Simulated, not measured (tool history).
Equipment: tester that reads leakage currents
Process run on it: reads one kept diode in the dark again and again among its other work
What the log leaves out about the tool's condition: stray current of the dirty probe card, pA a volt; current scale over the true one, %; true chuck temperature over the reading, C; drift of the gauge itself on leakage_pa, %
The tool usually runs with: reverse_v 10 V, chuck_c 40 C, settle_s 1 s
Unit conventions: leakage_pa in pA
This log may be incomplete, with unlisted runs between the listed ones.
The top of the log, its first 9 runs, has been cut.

run,day,reverse_v,chuck_c,settle_s,hours of work since the probe card was cleaned,hours of work since the tester was calibrated,hours of work since the chuck was calibrated,leakage_pa
10,75.392,3.4,40,1,332,1140,827,445.96
11,84.142,10,40,5.31,446,1254,941,617.91
12,94.329,15.8,40,5.31,579,1387,1074,709.18
# day 97.442: chuck's temperature calibrated
13,101.317,10,40,1,669,1478,51,660.3
14,108.35,10,40,1,761,1569,143,659.13
15,114.121,10,40,1,836,1645,218,658.19
16,121,10,40,1,926,1735,308,654.2
17,127.017,10,40,1,1005,1813,386,651.5
18,132.962,10,40,4.2,1083,1891,464,647.78
# day 142.604: probe card cleaned and baked
19,143.029,4.3,29,7.38,6,2021,594,220.19
20,153.717,4.3,43,7.38,145,2160,734,591.88
21,163.083,4.3,43,7.38,268,2283,856,587.16
22,168.867,8.2,24,1,343,2358,931,185.25
23,177.171,7.5,36,5.61,452,2467,1040,425.54
# day 182.562: chuck's temperature calibrated
24,183.375,7.9,57,1,532,2547,11,1886.93
25,188.929,7.1,40,0.73,604,2619,83,598.78
26,195.808,2.7,38,0.75,694,2709,173,383.87
27,206.846,2.7,38,0.75,838,2854,317,383.74
28,216.05,19.1,29,1.24,958,2974,437,383.77
29,224.471,1.3,28,2.74,1068,3084,548,147.23
30,234.012,1.3,28,2.74,1193,3208,672,145.53
# day 234.775: probe card cleaned and baked
31,242.825,3.8,44,0.46,105,3322,786,620.29

Below are 3 alternative next runs, each starting from the tool's condition after run 31. Predict each:
A,252.092,2.1,30,0.51,226,3443,907,?
B,252.092,8.7,57,4.82,226,3443,907,?
C,252.092,3.7,23,4.47,226,3443,907,?

run,leakage_pa
A,191.64
B,1839.75
C,133.49
Take away the tool's hidden state, keep each run's random variation, and the runs would have read:
run,leakage_pa
A,198.33
B,1890.55
C,137.87
